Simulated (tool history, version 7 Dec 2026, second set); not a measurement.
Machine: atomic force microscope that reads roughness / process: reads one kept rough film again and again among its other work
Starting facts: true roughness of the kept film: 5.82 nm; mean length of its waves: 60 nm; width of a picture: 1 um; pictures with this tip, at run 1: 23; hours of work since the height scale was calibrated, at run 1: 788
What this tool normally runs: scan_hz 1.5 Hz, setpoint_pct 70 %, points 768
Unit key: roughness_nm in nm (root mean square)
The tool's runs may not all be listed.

run   hour  scan_hz  setpoint_pct  points  pictures with this tip  hours of work since the height scale was calibrated  roughness_nm
  1    0.0      1.5            70     768                      23                                                  788         5.050
  2   24.5      1.5            70     768                      63                                                  805         4.701
      39.0  -- new tip fitted
  3   47.7      1.5            70     768                      14                                                  820         5.159
  4   71.8      1.5            70     768                      54                                                  837         4.820
      91.2  -- new tip fitted
  5   96.6      1.5            70     768                       9                                                  853         5.201
  6  117.9      1.5            70     591                      44                                                  868         4.888
     120.5  -- height scale calibrated on a step standard
  7  140.1      1.5            70     591                      79                                                   13         4.626
     144.2  -- new tip fitted
  8  166.8      1.5            70     591                      37                                                   31         4.974
  9  180.1      1.5            70     591                      59                                                   40         4.787

Predict the results of run 10:
     195.7  -- new tip fitted
 10  197.0      1.5            90     768                       2                                                   51             ?

Run 10 produced roughness_nm 5.035 nm (root mean square).
Minus the tool's unlogged condition, the same run would have read roughness_nm 5.105 nm (root mean square).
